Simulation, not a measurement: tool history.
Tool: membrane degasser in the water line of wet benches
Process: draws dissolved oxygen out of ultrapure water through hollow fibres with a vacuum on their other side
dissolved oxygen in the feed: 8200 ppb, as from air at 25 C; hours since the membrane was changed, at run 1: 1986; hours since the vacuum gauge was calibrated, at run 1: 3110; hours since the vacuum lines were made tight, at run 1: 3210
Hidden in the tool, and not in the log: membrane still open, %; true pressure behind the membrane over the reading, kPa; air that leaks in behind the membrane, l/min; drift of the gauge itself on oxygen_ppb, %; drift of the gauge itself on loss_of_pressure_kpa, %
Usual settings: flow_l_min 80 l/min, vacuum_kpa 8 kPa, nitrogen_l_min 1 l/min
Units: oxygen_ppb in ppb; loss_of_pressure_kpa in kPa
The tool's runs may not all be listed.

run	hour	flow_l_min	vacuum_kpa	nitrogen_l_min	hours since the membrane was changed	hours since the vacuum gauge was calibrated	hours since the vacuum lines were made tight	oxygen_ppb	loss_of_pressure_kpa
1	0	80	8	1	1986	3110	3210	665	36.99
2	87.6	80	8	2.63	2074	3198	3298	360.4	36.8
3	157	80	8	2.63	2143	3267	3367	356.6	37.22
4	249.5	80	8	2.63	2235	3360	3460	362.7	37.03
# hour 341: seals of the vacuum lines changed
5	351.6	80	8	1	2336	3460	11	671.8	36.55
6	448.4	80	6.78	1	2432	3557	107	522.6	36.83
7	527.9	80	6.78	1	2512	3636	187	527.4	37
8	583.5	57	8	1	2567	3692	243	507.4	26.4
9	683.4	80	8	0.62	2667	3792	342	865	36.49
10	744.9	80	8	0.62	2729	3853	404	857.5	37.14
11	847.5	80	8	1.88	2832	3956	507	453.6	37.02
12	933.9	80	8	1	2918	4042	593	666.2	36.63
13	1029.6	80	8	1	3014	4138	689	660	36.45
14	1073.7	80	8	1	3058	4182	733	672.1	36.62
15	1171.2	80	13.64	1	3155	4279	830	1306.4	36.28
16	1257.2	80	13.03	1	3241	4365	916	1223.3	36.52
17	1319.5	80	13.03	1	3303	4428	978	1248	36.5
18	1409	112	8	0.86	3393	4517	1068	925.1	50.86
19	1493.3	112	8	0.86	3477	4601	1152	927.2	50.57
20	1597.5	65	4.9	0.6	3581	4706	1256	310	29.61
21	1700.1	56	5.59	0.56	3684	4808	1359	382.3	25.31
22	1771.9	56	15.34	0.56	3756	4880	1431	1624.6	25.14

Run 23 comes next. What will it give?
23	1827.3	78	6.03	0.56	3811	4935	1486	?	?

{"run 23": {"oxygen_ppb": 574.2, "loss_of_pressure_kpa": 34.98}}
Without the tool's hidden state the same run would have given oxygen_ppb 573.2 ppb, loss_of_pressure_kpa 35.78 kPa.
